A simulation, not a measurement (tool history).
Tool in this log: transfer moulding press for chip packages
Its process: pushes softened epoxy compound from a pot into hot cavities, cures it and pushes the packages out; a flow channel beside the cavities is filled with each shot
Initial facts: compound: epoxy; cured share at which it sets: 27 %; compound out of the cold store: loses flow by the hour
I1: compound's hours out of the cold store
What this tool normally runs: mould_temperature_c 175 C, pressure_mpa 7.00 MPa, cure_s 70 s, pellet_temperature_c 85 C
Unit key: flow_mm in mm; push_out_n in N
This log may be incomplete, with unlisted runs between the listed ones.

Run 1, hour 0.0: usual settings; I1 8.2. Result: flow_mm 741 mm, push_out_n 322 N.
Run 2, hour 14.8: usual settings; I1 15.9. Result: flow_mm 715 mm, push_out_n 382 N.
Run 3, hour 23.0: usual settings; I1 23.7. Result: flow_mm 682 mm, push_out_n 410 N.
Run 4, hour 37.7: usual settings; I1 28.3. Result: flow_mm 665 mm, push_out_n 460 N.
At hour 47.1: cavities cleaned with cleaning compound and waxed.
Run 5, hour 53.0: usual settings but mould_temperature_c 174 C; I1 16.4. Result: flow_mm 696 mm, push_out_n 359 N.
Run 6, hour 62.8: usual settings but pressure_mpa 7.83 MPa; I1 12.6. Result: flow_mm 757 mm, push_out_n 404 N.
Run 7, hour 70.6: usual settings but pressure_mpa 7.83 MPa; I1 17.7. Result: flow_mm 733 mm, push_out_n 408 N.
Run 8, hour 81.6: usual settings but cure_s 63 s; I1 41.7. Result: flow_mm 614 mm, push_out_n 500 N.
Run 9, hour 90.2: usual settings but cure_s 63 s; I1 9.7. Result: flow_mm 704 mm, push_out_n 614 N.
At hour 96.4: cavities cleaned with cleaning compound and waxed.
Run 10, hour 103.0: usual settings but cure_s 63 s; I1 8.9. Result: flow_mm 714 mm, push_out_n 460 N.
Run 11, hour 113.6: usual settings but mould_temperature_c 180 C; I1 12.8. Result: flow_mm 685 mm, push_out_n 332 N.
Run 12, hour 119.8: usual settings but mould_temperature_c 180 C; I1 20.2. Result: flow_mm 662 mm, push_out_n 335 N.
Run 13, hour 133.9: usual settings; I1 47.5. Result: flow_mm 585 mm, push_out_n 422 N.
At hour 145.7: cavities cleaned with cleaning compound and waxed.
Run 14, hour 147.1: usual settings; I1 18.4. Result: flow_mm 677 mm, push_out_n 320 N.
Run 15, hour 159.0: usual settings but mould_temperature_c 176 C, cure_s 74 s; I1 17.1. Result: flow_mm 673 mm, push_out_n 331 N.
Run 16, hour 169.2: usual settings but mould_temperature_c 171 C, pressure_mpa 7.14 MPa, cure_s 55 s; I1 24.3. Result: flow_mm 665 mm, push_out_n 889 N.
At hour 181.4: plunger's sealing rings changed.
Run 17, hour 182.3: usual settings but mould_temperature_c 171 C, pressure_mpa 7.14 MPa, cure_s 61 s, pellet_temperature_c 95 C; I1 41.8. Result: flow_mm 678 mm, push_out_n 695 N.
Run 18, hour 190.4: usual settings but mould_temperature_c 171 C, pressure_mpa 7.14 MPa, cure_s 61 s, pellet_temperature_c 95 C; I1 13.0. Result: flow_mm 783 mm, push_out_n 832 N.
At hour 198.6: cavities cleaned with cleaning compound and waxed.
Run 19, hour 206.0: usual settings but mould_temperature_c 171 C, pressure_mpa 7.14 MPa, cure_s 61 s, pellet_temperature_c 95 C; I1 42.3. Result: flow_mm 670 mm, push_out_n 552 N.
Run 20, hour 216.7: usual settings but mould_temperature_c 172 C, pressure_mpa 6.34 MPa; I1 15.5. Result: flow_mm 731 mm, push_out_n 499 N.
Run 21, hour 228.5: usual settings but mould_temperature_c 172 C, pressure_mpa 6.34 MPa; I1 32.2. Result: flow_mm 656 mm, push_out_n 489 N.
Run 22, hour 240.1: usual settings but mould_temperature_c 167 C, pressure_mpa 6.08 MPa; I1 8.1. Result: flow_mm 750 mm, push_out_n 856 N.
At hour 247.8: cavities cleaned with cleaning compound and waxed.
Run 23, hour 254.8: usual settings but mould_temperature_c 177 C, pressure_mpa 5.49 MPa, pellet_temperature_c 78 C; I1 41.2. Result: flow_mm 572 mm, push_out_n 308 N.
Run 24, hour 263.0: usual settings but mould_temperature_c 177 C, pressure_mpa 5.49 MPa, pellet_temperature_c 78 C; I1 47.9. Result: flow_mm 563 mm, push_out_n 344 N.
Run 25, hour 274.6: usual settings but mould_temperature_c 177 C, pressure_mpa 5.49 MPa, pellet_temperature_c 78 C; I1 30.2. Result: flow_mm 609 mm, push_out_n 388 N.

Predict each of these 4 candidate next runs independently; none follows another, all start after run 25:
Run A, hour 284.0: usual settings but mould_temperature_c 178 C, pressure_mpa 5.49 MPa, pellet_temperature_c 78 C; I1 16.6. Result: flow_mm ?, push_out_n ?.
Run B, hour 284.0: usual settings but mould_temperature_c 183 C, cure_s 51 s; I1 45.3. Result: flow_mm ?, push_out_n ?.
Run C, hour 284.0: usual settings but mould_temperature_c 172 C, cure_s 100 s, pellet_temperature_c 93 C; I1 34.8. Result: flow_mm ?, push_out_n ?.
Run D, hour 284.0: usual settings but mould_temperature_c 181 C, pressure_mpa 5.49 MPa, pellet_temperature_c 78 C; I1 15.7. Result: flow_mm ?, push_out_n ?.

run  flow_mm  push_out_n
  A      644         398
  B      615         493
  C      681         341
  D      635         389
With the hidden condition removed and each run's random variation left untouched, the same runs would have given:
run  flow_mm  push_out_n
  A      662         256
  B      632         310
  C      700         223
  D      653         255
